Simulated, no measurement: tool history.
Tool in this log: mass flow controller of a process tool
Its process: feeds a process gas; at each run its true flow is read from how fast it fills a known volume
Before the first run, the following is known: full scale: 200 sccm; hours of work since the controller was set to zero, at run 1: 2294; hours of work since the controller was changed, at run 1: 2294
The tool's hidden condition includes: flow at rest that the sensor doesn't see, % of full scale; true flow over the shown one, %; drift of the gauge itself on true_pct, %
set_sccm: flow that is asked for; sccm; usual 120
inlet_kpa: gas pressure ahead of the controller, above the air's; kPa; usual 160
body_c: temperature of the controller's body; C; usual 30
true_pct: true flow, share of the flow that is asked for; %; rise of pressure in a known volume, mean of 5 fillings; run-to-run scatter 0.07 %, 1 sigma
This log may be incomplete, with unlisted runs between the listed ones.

run,hour,set_sccm,inlet_kpa,body_c,hours of work since the controller was set to zero,hours of work since the controller was changed,true_pct
1,0.0,120,160,30,2294,2294,99.70
2,108.3,120,160,30,2351,2351,99.72
3,301.3,120,160,30,2451,2451,99.87
4,476.6,120,160,30,2543,2543,99.84
5,587.7,120,160,30,2601,2601,99.79
6,792.4,120,162,30,2707,2707,99.86
7,928.0,120,162,30,2778,2778,100.02
8,1025.9,120,162,30,2829,2829,99.97
9,1241.4,51,192,30,2941,2941,101.55
10,1381.6,57,177,30,3014,3014,101.19
# hour 1402.6: controller's zero set anew
11,1587.7,57,177,30,96,3122,102.07
12,1771.3,176,228,32,192,3217,100.69
13,1942.1,103,196,30,281,3306,100.66
14,2052.1,34,144,25,339,3364,105.08

For some of the steps in true_pct from one run to the next: how much would appear even if the tool had no hidden state, given the settings, what came in and random variation, and how much remains for the hidden state plus any gauge scatter that the measured result and the result without hidden state don't share?
Run 13 -> 14: set_sccm 103 -> 34, inlet_kpa 196 -> 144, body_c 30 -> 25. true_pct +4.42 %: hidden state +5.17, all else -0.75.

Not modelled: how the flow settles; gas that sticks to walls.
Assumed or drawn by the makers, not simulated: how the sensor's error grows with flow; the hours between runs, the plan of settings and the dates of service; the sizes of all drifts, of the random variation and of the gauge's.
